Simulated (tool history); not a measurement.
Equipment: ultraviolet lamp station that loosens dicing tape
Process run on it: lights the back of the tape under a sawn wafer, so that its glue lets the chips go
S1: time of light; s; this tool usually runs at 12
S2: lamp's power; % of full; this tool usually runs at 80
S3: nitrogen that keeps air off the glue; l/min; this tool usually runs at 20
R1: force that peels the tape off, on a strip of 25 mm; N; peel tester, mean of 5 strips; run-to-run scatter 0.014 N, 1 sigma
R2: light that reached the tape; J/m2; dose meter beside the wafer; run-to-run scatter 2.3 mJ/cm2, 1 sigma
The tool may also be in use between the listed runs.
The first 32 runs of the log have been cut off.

run    hour  S1  S2  S3     R1    R2
     1331.1  -- window cleaned of glue's vapour
 33  1331.1  13  85  13  0.787  2350
 34  1381.6  10  89   9  1.533  1880
 35    1420  10  89   9  1.551  1830
 36  1475.1  10  89   9  1.694  1720
 37  1528.3  10  89   9  1.814  1670
 38  1572.9  10  77  16  1.977  1430
 39  1612.1  13  99  20   0.69  2320
     1619.2  -- window cleaned of glue's vapour
 40  1641.9  15  71   9  1.292  2030
 41  1689.4  13  71  10  1.639  1710
 42  1743.5  14  61  20   1.55  1500
 43  1799.6  12  79  20  1.489  1590

Forecast each of these 4 alternatives for the next run:
  A  1852.7   8  96  20   ?   ?
  B  1852.7  12  89  20   ?   ?
  C  1852.7   7  78   6   ?   ?
  D  1852.7  10  79  10   ?   ?

run     R1    R2
  A    2.2  1220
  B  1.216  1700
  C  4.364   860
  D   2.61  1260
Take away the tool's hidden state, keep each run's random variation, and the runs would have read:
run     R1    R2
  A  1.032  1890
  B   0.49  2640
  C  2.788  1340
  D    1.3  1950
